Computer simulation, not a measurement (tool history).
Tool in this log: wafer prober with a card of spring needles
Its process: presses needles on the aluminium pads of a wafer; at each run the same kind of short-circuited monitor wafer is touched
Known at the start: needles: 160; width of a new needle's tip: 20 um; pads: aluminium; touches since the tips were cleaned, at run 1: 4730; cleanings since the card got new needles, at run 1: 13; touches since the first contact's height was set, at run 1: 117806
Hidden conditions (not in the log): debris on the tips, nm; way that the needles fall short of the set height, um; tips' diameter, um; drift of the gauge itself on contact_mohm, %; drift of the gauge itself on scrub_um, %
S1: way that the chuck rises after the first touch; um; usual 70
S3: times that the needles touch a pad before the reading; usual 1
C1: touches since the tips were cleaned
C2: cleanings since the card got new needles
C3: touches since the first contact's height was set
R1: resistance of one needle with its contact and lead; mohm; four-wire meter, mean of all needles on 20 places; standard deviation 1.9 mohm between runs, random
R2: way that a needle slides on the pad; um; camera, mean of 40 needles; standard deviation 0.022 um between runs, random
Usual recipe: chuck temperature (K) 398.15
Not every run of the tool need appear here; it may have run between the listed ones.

{"run": 1, "hour": 0.0, "S1": 70, "chuck temperature (K)": 398.15, "S3": 1, "C1": 4730, "C2": 13, "C3": 117806, "R1": 231, "R2": 14.64}
{"hour": 10.0, "done": "tips cleaned on abrasive film"}
{"run": 2, "hour": 16.7, "S1": 70, "chuck temperature (K)": 398.15, "S3": 1, "C1": 2316, "C2": 14, "C3": 123553, "R1": 244, "R2": 14.64}
{"run": 3, "hour": 29.7, "S1": 70, "chuck temperature (K)": 398.15, "S3": 1, "C1": 6818, "C2": 14, "C3": 128055, "R1": 233, "R2": 14.66}
{"hour": 33.9, "done": "tips cleaned on abrasive film"}
{"run": 4, "hour": 39.1, "S1": 70, "chuck temperature (K)": 398.15, "S3": 1, "C1": 1802, "C2": 15, "C3": 131286, "R1": 224, "R2": 14.6}
{"run": 5, "hour": 55.7, "S1": 70, "chuck temperature (K)": 398.15, "S3": 1, "C1": 7554, "C2": 15, "C3": 137038, "R1": 233, "R2": 14.63}
{"hour": 57.2, "done": "tips cleaned on abrasive film"}
{"run": 6, "hour": 73.1, "S1": 70, "chuck temperature (K)": 398.15, "S3": 1, "C1": 5522, "C2": 16, "C3": 143042, "R1": 233, "R2": 14.62}
{"hour": 80.4, "done": "tips cleaned on abrasive film"}
{"run": 7, "hour": 89.6, "S1": 70, "chuck temperature (K)": 398.15, "S3": 1, "C1": 3186, "C2": 17, "C3": 148718, "R1": 226, "R2": 14.58}
{"run": 8, "hour": 98.2, "S1": 70, "chuck temperature (K)": 398.15, "S3": 1, "C1": 6196, "C2": 17, "C3": 151728, "R1": 239, "R2": 14.57}
{"hour": 103.0, "done": "tips cleaned on abrasive film"}
{"run": 9, "hour": 113.9, "S1": 70, "chuck temperature (K)": 398.15, "S3": 1, "C1": 3799, "C2": 18, "C3": 157133, "R1": 234, "R2": 14.55}
{"hour": 118.3, "done": "tips cleaned on abrasive film, once more"}
{"run": 10, "hour": 126.9, "S1": 70, "chuck temperature (K)": 398.15, "S3": 1, "C1": 2998, "C2": 19, "C3": 161600, "R1": 224, "R2": 14.55}
{"run": 11, "hour": 137.9, "S1": 70, "chuck temperature (K)": 398.15, "S3": 1, "C1": 6793, "C2": 19, "C3": 165395, "R1": 237, "R2": 14.6}
{"hour": 140.9, "done": "tips cleaned on abrasive film"}
{"run": 12, "hour": 147.8, "S1": 70, "chuck temperature (K)": 398.15, "S3": 3, "C1": 2386, "C2": 20, "C3": 168815, "R1": 209, "R2": 14.58}
{"run": 13, "hour": 163.1, "S1": 70, "chuck temperature (K)": 398.15, "S3": 3, "C1": 7688, "C2": 20, "C3": 174117, "R1": 212, "R2": 14.58}
{"hour": 165.0, "done": "tips cleaned on abrasive film"}
{"run": 14, "hour": 176.0, "S1": 70, "chuck temperature (K)": 398.15, "S3": 3, "C1": 3811, "C2": 21, "C3": 178545, "R1": 216, "R2": 14.51}
{"run": 15, "hour": 184.8, "S1": 70, "chuck temperature (K)": 398.15, "S3": 3, "C1": 6863, "C2": 21, "C3": 181597, "R1": 211, "R2": 14.54}
{"hour": 188.1, "done": "tips cleaned on abrasive film"}
{"run": 16, "hour": 192.7, "S1": 57, "chuck temperature (K)": 312.15, "S3": 3, "C1": 1608, "C2": 22, "C3": 184312, "R1": 199, "R2": 11.77}
{"run": 17, "hour": 202.8, "S1": 77, "chuck temperature (K)": 343.15, "S3": 2, "C1": 5090, "C2": 22, "C3": 187794, "R1": 206, "R2": 16.01}
{"hour": 211.6, "done": "tips cleaned on abrasive film"}
{"run": 18, "hour": 216.1, "S1": 51, "chuck temperature (K)": 315.15, "S3": 2, "C1": 1550, "C2": 23, "C3": 192368, "R1": 213, "R2": 10.53}
{"run": 19, "hour": 225.2, "S1": 70, "chuck temperature (K)": 341.15, "S3": 2, "C1": 4733, "C2": 23, "C3": 195551, "R1": 209, "R2": 14.55}
{"hour": 235.0, "done": "tips cleaned on abrasive film"}
{"run": 20, "hour": 243.1, "S1": 57, "chuck temperature (K)": 301.15, "S3": 1, "C1": 2807, "C2": 24, "C3": 201702, "R1": 226, "R2": 11.76}
{"run": 21, "hour": 256.6, "S1": 82, "chuck temperature (K)": 304.15, "S3": 2, "C1": 7486, "C2": 24, "C3": 206381, "R1": 193, "R2": 17.02}
{"hour": 257.7, "done": "tips cleaned on abrasive film"}
{"run": 22, "hour": 265.7, "S1": 51, "chuck temperature (K)": 317.15, "S3": 1, "C1": 2763, "C2": 25, "C3": 209507, "R1": 247, "R2": 10.5}
{"run": 23, "hour": 274.8, "S1": 79, "chuck temperature (K)": 317.15, "S3": 2, "C1": 5916, "C2": 25, "C3": 212660, "R1": 199, "R2": 16.39}
{"hour": 280.5, "done": "tips cleaned on abrasive film"}
{"run": 24, "hour": 294.1, "S1": 68, "chuck temperature (K)": 317.15, "S3": 2, "C1": 4718, "C2": 26, "C3": 219329, "R1": 206, "R2": 14.05}
{"hour": 303.2, "done": "tips cleaned on abrasive film"}
{"run": 25, "hour": 309.2, "S1": 64, "chuck temperature (K)": 385.15, "S3": 3, "C1": 2095, "C2": 27, "C3": 224530, "R1": 213, "R2": 13.2}
{"hour": 315.3, "done": "height of the first contact set anew"}
{"hour": 326.9, "done": "tips cleaned on abrasive film"}
{"run": 26, "hour": 328.5, "S1": 68, "chuck temperature (K)": 398.15, "S3": 1, "C1": 567, "C2": 28, "C3": 4546, "R1": 213, "R2": 14.32}
{"run": 27, "hour": 339.7, "S1": 75, "chuck temperature (K)": 310.15, "S3": 1, "C1": 4447, "C2": 28, "C3": 8426, "R1": 209, "R2": 15.87}

Branching from run 27: 4 alternative next runs. What would each branch give?
{"hour": 349.3, "done": "tips cleaned on abrasive film"}
{"run": "A", "hour": 358.7, "S1": 67, "chuck temperature (K)": 299.15, "S3": 2, "C1": 3275, "C2": 29, "C3": 14974, "R1": "?", "R2": "?"}
{"hour": 349.3, "done": "tips cleaned on abrasive film"}
{"run": "B", "hour": 358.7, "S1": 72, "chuck temperature (K)": 302.15, "S3": 3, "C1": 3275, "C2": 29, "C3": 14974, "R1": "?", "R2": "?"}
{"hour": 349.3, "done": "tips cleaned on abrasive film"}
{"run": "C", "hour": 358.7, "S1": 57, "chuck temperature (K)": 339.15, "S3": 1, "C1": 3275, "C2": 29, "C3": 14974, "R1": "?", "R2": "?"}
{"hour": 349.3, "done": "tips cleaned on abrasive film"}
{"run": "D", "hour": 358.7, "S1": 70, "chuck temperature (K)": 381.15, "S3": 1, "C1": 3275, "C2": 29, "C3": 14974, "R1": "?", "R2": "?"}

run=A R1=204 R2=14.08
run=B R1=189 R2=15.22
run=C R1=237 R2=12.06
run=D R1=225 R2=14.82
Take away the tool's hidden state, keep each run's random variation, and the runs would have read:
run=A R1=183 R2=14.1
run=B R1=178 R2=15.24
run=C R1=193 R2=12.08
run=D R1=197 R2=14.85
